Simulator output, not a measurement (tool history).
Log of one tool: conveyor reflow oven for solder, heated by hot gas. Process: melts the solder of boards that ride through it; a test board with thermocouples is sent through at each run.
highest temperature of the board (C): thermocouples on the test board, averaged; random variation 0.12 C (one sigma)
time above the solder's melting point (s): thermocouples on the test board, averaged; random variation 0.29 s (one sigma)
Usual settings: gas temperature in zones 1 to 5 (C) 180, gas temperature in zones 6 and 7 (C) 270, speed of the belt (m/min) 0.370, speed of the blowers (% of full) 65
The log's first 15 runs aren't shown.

run	day	gas temperature in zones 1 to 5 (C)	gas temperature in zones 6 and 7 (C)	speed of the belt (m/min)	speed of the blowers (% of full)	hours of work since the flux was cleaned out	hours of work since the belt drive was overhauled	hours of work since the thermocouples were changed	highest temperature of the board (C)	time above the solder's melting point (s)
16	24.046	181	270	0.370	65	123	1478	373	257.0	97.9
# day 26.533: belt drive overhauled, speed set with a stopwatch
17	26.533	181	270	0.370	65	162	0	412	255.8	92.6
# day 27.300: flux residue cleaned out of gas plates and filters
18	29.171	181	270	0.370	65	31	40	452	256.9	93.7
19	31.267	180	268	0.412	65	66	75	487	251.6	77.9
20	33.921	180	268	0.412	65	110	119	531	251.4	78.3
21	35.996	184	278	0.370	79	144	153	565	267.2	104.0
# day 37.696: flux residue cleaned out of gas plates and filters
22	37.996	184	278	0.370	79	5	183	595	268.0	103.9
23	39.471	187	270	0.367	65	29	208	619	258.6	100.5
24	41.004	180	270	0.386	65	55	233	644	256.0	88.5
25	42.433	180	270	0.386	65	79	257	668	255.8	88.7
26	44.646	180	270	0.386	61	115	293	705	254.6	87.5

Forecast run 27:
27	45.879	180	270	0.387	74	136	314	725	?	?

highest temperature of the board (C): 257.8
time above the solder's melting point (s): 90.5
Without the tool's hidden state the same run would have given highest temperature of the board (C) 256.6, time above the solder's melting point (s) 88.9.

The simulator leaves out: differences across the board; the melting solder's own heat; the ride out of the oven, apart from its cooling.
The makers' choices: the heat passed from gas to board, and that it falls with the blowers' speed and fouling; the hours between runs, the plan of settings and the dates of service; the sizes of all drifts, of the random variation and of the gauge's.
